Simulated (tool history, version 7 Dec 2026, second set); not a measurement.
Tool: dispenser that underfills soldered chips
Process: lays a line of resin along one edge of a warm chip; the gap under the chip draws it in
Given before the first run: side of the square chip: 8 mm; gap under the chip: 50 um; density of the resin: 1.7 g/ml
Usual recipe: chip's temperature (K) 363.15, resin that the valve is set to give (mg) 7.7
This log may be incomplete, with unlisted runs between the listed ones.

run	day	chip's temperature (K)	resin that the valve is set to give (mg)	time until the resin shows at the far edge (s)	resin that the valve gave (mg)
1	0	363.15	7.7	72.3	7.53
# day 0.096: new syringe of resin
2	0.1	363.15	6.76	33.1	6.58
3	0.254	363.15	7.7	40.1	7.45
4	0.362	363.15	7.7	47.1	7.48
# day 0.458: dispensing valve cleaned and set on the balance
5	0.6	363.15	7.7	62.5	7.66
6	0.733	363.15	7.7	78	7.67
# day 0.779: new syringe of resin
7	0.917	363.15	7.7	38.5	7.63
8	1.05	363.15	7.7	45.6	7.59
9	1.25	363.15	7.7	65.5	7.61
# day 1.417: new syringe of resin
10	1.475	363.15	7.7	34.3	7.6
11	1.592	363.15	7.7	40.6	7.57
12	1.788	363.15	7.7	54.1	7.58
13	1.917	370.15	9.67	49.4	9.5
14	2.029	370.15	9.67	58.2	9.47
# day 2.054: new syringe of resin
15	2.179	370.15	9.67	27.7	9.45
16	2.383	370.15	9.67	39	9.42
17	2.546	370.15	9.67	50	9.38
# day 2.696: new syringe of resin
18	2.696	363.15	6.93	32.7	6.72
19	2.804	363.15	6.93	36.8	6.71
20	2.908	378.15	6.56	26.6	6.35
21	3.05	355.15	7.98	70.1	7.71
# day 3.196: dispensing valve cleaned and set on the balance
22	3.225	360.15	6.77	74.6	6.79
# day 3.383: new syringe of resin
23	3.454	368.15	8.26	27.5	8.25
24	3.583	365.15	7.4	38.5	7.38

Branching from run 24: 4 alternative next runs. What would each branch give?
A	3.679	372.15	8.71	?	?
B	3.679	368.15	7.4	?	?
C	3.679	372.15	7.14	?	?
D	3.679	356.15	7.4	?	?

run	time until the resin shows at the far edge (s)	resin that the valve gave (mg)
A	32.7	8.66
B	39.4	7.35
C	33.4	7.11
D	62.3	7.37
Had the tool no hidden state, the same runs would have come out as:
run	time until the resin shows at the far edge (s)	resin that the valve gave (mg)
A	21.7	8.71
B	26.2	7.39
C	22.1	7.15
D	41.5	7.41
